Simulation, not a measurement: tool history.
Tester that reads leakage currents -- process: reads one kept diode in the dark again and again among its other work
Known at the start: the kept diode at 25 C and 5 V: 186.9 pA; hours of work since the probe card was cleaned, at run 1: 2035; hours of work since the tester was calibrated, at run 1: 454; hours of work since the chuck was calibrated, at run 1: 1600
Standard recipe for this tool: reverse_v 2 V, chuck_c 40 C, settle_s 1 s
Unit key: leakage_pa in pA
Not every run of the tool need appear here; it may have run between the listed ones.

run,hour,reverse_v,chuck_c,settle_s,hours of work since the probe card was cleaned,hours of work since the tester was calibrated,hours of work since the chuck was calibrated,leakage_pa
1,0,2,40,1,2035,454,1600,302.29
2,15.1,2,40,1,2044,463,1609,302.72
3,34.1,2,38,1,2056,475,1621,260.01
4,65.6,3.48,38,1,2075,494,1640,358.85
5,80.5,3.48,38,1,2084,503,1649,356.52
6,106.6,3.48,38,1,2100,519,1665,357.4
7,126.8,3.48,38,1,2112,531,1677,357.67
8,145.8,3.48,38,1,2123,543,1689,356.04
9,174.5,2,40,1,2141,560,1706,298.46
10,204.5,2,40,1,2159,578,1724,299.19
11,224.1,2,40,1,2171,590,1736,300.21
12,249.6,7.99,40,1,2187,606,1752,666.32
13,276.7,7.99,40,1,2203,622,1768,665.26
14,306.6,1.12,53,1.36,2221,641,1786,536.49
15,332.5,1.12,53,1.36,2237,656,1802,536.85
16,358.1,1.12,53,1.36,2252,672,1818,535.5
# hour 387.8: chuck's temperature calibrated
17,390.1,3.95,40,2.6,2271,690,1,517.34
# hour 395.6: probe card cleaned and baked
18,417.8,3.95,40,2.6,13,705,16,518.66
19,439.4,3.95,40,2.6,27,718,29,515.17
20,461.9,2,29,6.22,40,732,43,150.01
21,490.5,2,29,6.22,58,749,61,150.8
22,503.8,2,29,6.22,66,757,69,149.83
23,535.9,2,29,6.22,85,777,88,150.91
24,549.8,2,29,6.22,94,785,97,149.45
# hour 561: probe card cleaned and baked, once more
25,571.7,5.87,36,1,7,797,108,478.98
26,589.3,5.87,36,1,17,807,119,479.42

Consider 5 possible next runs. They are alternatives, not a sequence: every one starts from the tool as it was left by run 26. What does each give?
A,617.2,5.33,36,1,34,824,136,?
B,617.2,1.62,22,1,34,824,136,?
C,617.2,1.13,40,1,34,824,136,?
D,617.2,1.02,57,4.15,34,824,136,?
E,617.2,2,21,6.27,34,824,136,?

run,leakage_pa
A,450.52
B,75.12
C,247.67
D,763.99
E,78.03
With no hidden state in the tool, these same runs would have given:
run,leakage_pa
A,458.38
B,76.52
C,251.94
D,776.23
E,79.48

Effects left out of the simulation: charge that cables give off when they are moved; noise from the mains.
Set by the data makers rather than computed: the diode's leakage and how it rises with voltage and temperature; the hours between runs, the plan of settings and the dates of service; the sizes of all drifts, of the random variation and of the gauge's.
